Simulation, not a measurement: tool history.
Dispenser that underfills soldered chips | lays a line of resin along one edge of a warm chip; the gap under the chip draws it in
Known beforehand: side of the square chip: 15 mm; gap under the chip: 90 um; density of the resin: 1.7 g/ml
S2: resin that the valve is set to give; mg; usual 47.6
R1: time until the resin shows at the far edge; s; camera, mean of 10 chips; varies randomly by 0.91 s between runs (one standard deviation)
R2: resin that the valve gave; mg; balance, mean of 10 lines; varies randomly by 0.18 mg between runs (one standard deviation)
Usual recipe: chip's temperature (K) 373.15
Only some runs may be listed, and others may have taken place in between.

{"run": 1, "hour": 0.0, "chip's temperature (K)": 373.15, "S2": 47.6, "R1": 90.9, "R2": 47.35}
{"run": 2, "hour": 5.7, "chip's temperature (K)": 373.15, "S2": 47.6, "R1": 118.0, "R2": 47.52}
{"hour": 7.6, "done": "new syringe of resin"}
{"hour": 16.2, "done": "new syringe of resin"}
{"run": 3, "hour": 17.0, "chip's temperature (K)": 373.15, "S2": 52.4, "R1": 91.0, "R2": 51.89}
{"hour": 24.5, "done": "new syringe of resin"}
{"run": 4, "hour": 27.5, "chip's temperature (K)": 373.15, "S2": 41.1, "R1": 109.0, "R2": 40.32}
{"hour": 32.9, "done": "new syringe of resin"}
{"run": 5, "hour": 35.8, "chip's temperature (K)": 369.15, "S2": 47.6, "R1": 123.3, "R2": 46.51}
{"hour": 40.6, "done": "new syringe of resin"}
{"run": 6, "hour": 42.3, "chip's temperature (K)": 369.15, "S2": 61.3, "R1": 109.6, "R2": 60.23}
{"hour": 49.1, "done": "new syringe of resin"}
{"run": 7, "hour": 52.5, "chip's temperature (K)": 373.15, "S2": 47.6, "R1": 107.2, "R2": 46.48}
{"hour": 56.9, "done": "new syringe of resin"}
{"run": 8, "hour": 58.7, "chip's temperature (K)": 373.15, "S2": 47.6, "R1": 100.3, "R2": 46.09}
{"run": 9, "hour": 63.8, "chip's temperature (K)": 373.15, "S2": 47.2, "R1": 124.5, "R2": 45.82}
{"hour": 64.9, "done": "new syringe of resin"}
{"run": 10, "hour": 71.7, "chip's temperature (K)": 373.15, "S2": 47.2, "R1": 129.5, "R2": 45.85}
{"hour": 72.7, "done": "new syringe of resin"}
{"hour": 80.3, "done": "new syringe of resin"}
{"run": 11, "hour": 81.4, "chip's temperature (K)": 373.15, "S2": 47.2, "R1": 95.4, "R2": 45.64}
{"hour": 88.2, "done": "new syringe of resin"}
{"run": 12, "hour": 90.2, "chip's temperature (K)": 373.15, "S2": 47.6, "R1": 100.7, "R2": 46.01}
{"hour": 96.3, "done": "new syringe of resin"}
{"run": 13, "hour": 98.9, "chip's temperature (K)": 373.15, "S2": 47.6, "R1": 103.8, "R2": 45.73}
{"hour": 104.1, "done": "new syringe of resin"}
{"run": 14, "hour": 110.6, "chip's temperature (K)": 373.15, "S2": 54.6, "R1": 122.2, "R2": 52.11}
{"hour": 112.0, "done": "new syringe of resin"}
{"run": 15, "hour": 116.8, "chip's temperature (K)": 376.15, "S2": 41.0, "R1": 108.0, "R2": 39.16}
{"hour": 119.6, "done": "new syringe of resin"}
{"hour": 125.1, "done": "dispensing valve cleaned and set on the balance"}
{"run": 16, "hour": 127.4, "chip's temperature (K)": 363.15, "S2": 47.3, "R1": 185.6, "R2": 47.05}
{"hour": 128.2, "done": "new syringe of resin"}
{"run": 17, "hour": 134.8, "chip's temperature (K)": 363.15, "S2": 47.3, "R1": 187.2, "R2": 47.22}
{"hour": 136.4, "done": "new syringe of resin"}
{"hour": 144.2, "done": "new syringe of resin"}
{"run": 18, "hour": 146.3, "chip's temperature (K)": 375.15, "S2": 53.0, "R1": 92.4, "R2": 52.69}
{"hour": 152.3, "done": "new syringe of resin"}
{"run": 19, "hour": 152.8, "chip's temperature (K)": 375.15, "S2": 53.0, "R1": 88.1, "R2": 52.51}
{"hour": 159.9, "done": "new syringe of resin"}
{"run": 20, "hour": 159.9, "chip's temperature (K)": 375.15, "S2": 53.0, "R1": 82.6, "R2": 52.56}

Expected results for the next run?
{"run": 21, "hour": 165.0, "chip's temperature (K)": 373.15, "S2": 53.4, "R1": "?", "R2": "?"}

R1: 113.1 s
R2: 52.50 mg
Had the tool carried no hidden state, the very same run would have given R1 83.7 s, R2 53.28 mg.
